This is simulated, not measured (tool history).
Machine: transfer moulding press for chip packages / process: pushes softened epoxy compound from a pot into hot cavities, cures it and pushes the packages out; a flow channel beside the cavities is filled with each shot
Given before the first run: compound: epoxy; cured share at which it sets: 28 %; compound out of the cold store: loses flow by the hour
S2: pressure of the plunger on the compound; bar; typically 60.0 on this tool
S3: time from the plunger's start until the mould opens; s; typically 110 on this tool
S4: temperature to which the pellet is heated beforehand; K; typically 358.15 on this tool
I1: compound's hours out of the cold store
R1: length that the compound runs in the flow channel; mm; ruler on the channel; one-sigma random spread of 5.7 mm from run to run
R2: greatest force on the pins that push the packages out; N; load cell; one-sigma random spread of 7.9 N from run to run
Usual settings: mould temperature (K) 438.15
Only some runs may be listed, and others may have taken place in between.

run 1 day=0.000 | mould_temperature_(K)=438.15 S2=60.0 S3=110 S4=358.15 | I1=19.4 | R1=927 R2=502
run 2 day=0.983 | mould_temperature_(K)=438.15 S2=60.0 S3=110 S4=358.15 | I1=27.2 | R1=879 R2=559
-- day=1.808 cavities cleaned with cleaning compound and waxed
run 3 day=2.046 | mould_temperature_(K)=438.15 S2=60.0 S3=110 S4=358.15 | I1=38.9 | R1=811 R2=391
run 4 day=2.871 | mould_temperature_(K)=431.15 S2=60.0 S3=110 S4=358.15 | I1=34.0 | R1=855 R2=681
run 5 day=3.608 | mould_temperature_(K)=431.15 S2=60.0 S3=110 S4=358.15 | I1=37.5 | R1=839 R2=753
run 6 day=4.908 | mould_temperature_(K)=431.15 S2=60.0 S3=132 S4=358.15 | I1=30.5 | R1=868 R2=661
-- day=5.133 cavities cleaned with cleaning compound and waxed
run 7 day=6.067 | mould_temperature_(K)=438.15 S2=60.0 S3=110 S4=356.15 | I1=38.2 | R1=797 R2=441
run 8 day=7.154 | mould_temperature_(K)=438.15 S2=60.0 S3=119 S4=356.15 | I1=12.4 | R1=968 R2=507
run 9 day=7.712 | mould_temperature_(K)=438.15 S2=60.0 S3=110 S4=358.15 | I1=9.1 | R1=990 R2=587
-- day=8.450 cavities cleaned with cleaning compound and waxed
run 10 day=9.046 | mould_temperature_(K)=438.15 S2=60.0 S3=110 S4=358.15 | I1=17.9 | R1=918 R2=413
run 11 day=9.700 | mould_temperature_(K)=438.15 S2=60.0 S3=110 S4=358.15 | I1=44.0 | R1=760 R2=463
run 12 day=10.358 | mould_temperature_(K)=438.15 S2=60.0 S3=110 S4=358.15 | I1=20.5 | R1=890 R2=523
run 13 day=11.192 | mould_temperature_(K)=438.15 S2=67.6 S3=110 S4=358.15 | I1=23.5 | R1=942 R2=579
-- day=11.821 cavities cleaned with cleaning compound and waxed
run 14 day=11.942 | mould_temperature_(K)=444.15 S2=52.9 S3=92 S4=358.15 | I1=22.2 | R1=808 R2=363
-- day=12.138 mould's thermocouples calibrated
run 15 day=12.933 | mould_temperature_(K)=444.15 S2=46.1 S3=106 S4=358.15 | I1=22.9 | R1=749 R2=410
run 16 day=13.921 | mould_temperature_(K)=444.15 S2=46.1 S3=137 S4=358.15 | I1=8.2 | R1=822 R2=498
run 17 day=14.900 | mould_temperature_(K)=444.15 S2=46.1 S3=137 S4=358.15 | I1=24.0 | R1=735 R2=516
-- day=15.188 cavities cleaned with cleaning compound and waxed
run 18 day=15.838 | mould_temperature_(K)=438.15 S2=70.1 S3=110 S4=365.15 | I1=41.7 | R1=819 R2=420
run 19 day=16.438 | mould_temperature_(K)=438.15 S2=60.0 S3=110 S4=365.15 | I1=13.8 | R1=928 R2=482
-- day=17.204 mould's thermocouples calibrated, once more
run 20 day=17.383 | mould_temperature_(K)=439.15 S2=48.4 S3=122 S4=358.15 | I1=14.6 | R1=819 R2=517
-- day=18.567 cavities cleaned with cleaning compound and waxed
run 21 day=18.646 | mould_temperature_(K)=442.15 S2=56.5 S3=122 S4=366.15 | I1=37.8 | R1=727 R2=331
run 22 day=19.700 | mould_temperature_(K)=432.15 S2=56.5 S3=95 S4=349.15 | I1=36.8 | R1=771 R2=811
run 23 day=20.246 | mould_temperature_(K)=432.15 S2=56.5 S3=95 S4=349.15 | I1=44.6 | R1=729 R2=889
run 24 day=20.829 | mould_temperature_(K)=432.15 S2=56.5 S3=95 S4=351.15 | I1=8.9 | R1=949 R2=1066

For each run, the measured value with the value that run would have given without the tool's hidden condition subtracted. The run-to-run variation is shared by both, the gauge scatter possibly not:
Hidden state present: true mould temperature over the reading, C; pressure that reaches the compound, % of what is set; grip of the stained cavities, % over clean ones'; drift of the gauge itself on flow_mm, %; drift of the gauge itself on push_out_n, %.
run=1 R1=-2 R2=+167
run=2 R1=-4 R2=+221
run=3 R1=-7 R2=+42
run=4 R1=-9 R2=+195
run=5 R1=-11 R2=+269
run=6 R1=-15 R2=+279
run=7 R1=-17 R2=+108
run=8 R1=-24 R2=+181
run=9 R1=-26 R2=+233
run=10 R1=-29 R2=+75
run=11 R1=-26 R2=+131
run=12 R1=-32 R2=+184
run=13 R1=-36 R2=+233
run=14 R1=-33 R2=+28
run=15 R1=-32 R2=+107
run=16 R1=-38 R2=+175
run=17 R1=-36 R2=+210
run=18 R1=-43 R2=+90
run=19 R1=-50 R2=+144
run=20 R1=-52 R2=+182
run=21 R1=-49 R2=+22
run=22 R1=-55 R2=+212
run=23 R1=-53 R2=+285
run=24 R1=-72 R2=+376
